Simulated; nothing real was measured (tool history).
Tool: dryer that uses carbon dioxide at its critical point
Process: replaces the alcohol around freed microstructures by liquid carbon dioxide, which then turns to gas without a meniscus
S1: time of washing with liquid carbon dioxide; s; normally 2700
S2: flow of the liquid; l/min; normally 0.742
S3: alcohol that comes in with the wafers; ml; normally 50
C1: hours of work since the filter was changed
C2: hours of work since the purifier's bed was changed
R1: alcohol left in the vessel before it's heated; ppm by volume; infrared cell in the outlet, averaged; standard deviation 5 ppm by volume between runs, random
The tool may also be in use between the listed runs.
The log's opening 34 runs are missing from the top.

Run 35, hour 318.0: usual settings but S1 2040 s, S2 0.941 l/min, S3 21 ml; C1 141; C2 177. Result: R1 56 ppm by volume.
Run 36, hour 327.4: usual settings but S1 2040 s, S2 0.941 l/min, S3 21 ml; C1 145; C2 180. Result: R1 57 ppm by volume.
Run 37, hour 338.6: usual settings but S2 0.745 l/min, S3 28 ml; C1 148; C2 184. Result: R1 57 ppm by volume.
Run 38, hour 349.7: usual settings but S2 0.745 l/min, S3 28 ml; C1 152; C2 188. Result: R1 48 ppm by volume.
Run 39, hour 355.6: usual settings but S2 0.745 l/min, S3 28 ml; C1 154; C2 190. Result: R1 49 ppm by volume.
Run 40, hour 368.4: usual settings but S1 2400 s, S2 0.598 l/min, S3 77 ml; C1 159; C2 195. Result: R1 174 ppm by volume.
Run 41, hour 376.2: usual settings but S1 1980 s, S2 1.187 l/min, S3 111 ml; C1 162; C2 197. Result: R1 65 ppm by volume.
Run 42, hour 385.2: usual settings but S1 2100 s, S2 0.757 l/min; C1 165; C2 201. Result: R1 97 ppm by volume.
Run 43, hour 391.7: usual settings but S1 1980 s, S2 0.933 l/min, S3 87 ml; C1 167; C2 203. Result: R1 79 ppm by volume.
Run 44, hour 400.6: usual settings but S2 0.787 l/min, S3 38 ml; C1 170; C2 206. Result: R1 50 ppm by volume.
Run 45, hour 410.5: usual settings but S2 0.448 l/min, S3 49 ml; C1 174; C2 209. Result: R1 224 ppm by volume.
Run 46, hour 423.1: usual settings but S1 2160 s, S2 0.679 l/min, S3 33 ml; C1 178; C2 214. Result: R1 103 ppm by volume.
Run 47, hour 435.9: usual settings but S1 2160 s, S2 0.679 l/min, S3 33 ml; C1 182; C2 218. Result: R1 109 ppm by volume.

Below are 4 alternative next runs, each starting from the tool's condition after run 47. Predict each:
Run A, hour 448.4: usual settings but S1 2160 s, S2 0.679 l/min, S3 34 ml; C1 187; C2 223. Result: R1 ?.
Run B, hour 448.4: usual settings but S1 2520 s, S2 0.679 l/min, S3 33 ml; C1 187; C2 223. Result: R1 ?.
Run C, hour 448.4: usual settings but S1 3780 s, S2 0.470 l/min, S3 90 ml; C1 187; C2 223. Result: R1 ?.
Run D, hour 448.4: usual settings but S1 2280 s, S2 1.216 l/min, S3 33 ml; C1 187; C2 223. Result: R1 ?.

run   R1
  A  115
  B   79
  C  107
  D   55
With the hidden condition removed and each run's random variation left untouched, the same runs would have given:
run  R1
  A  52
  B  23
  C  46
  D   2
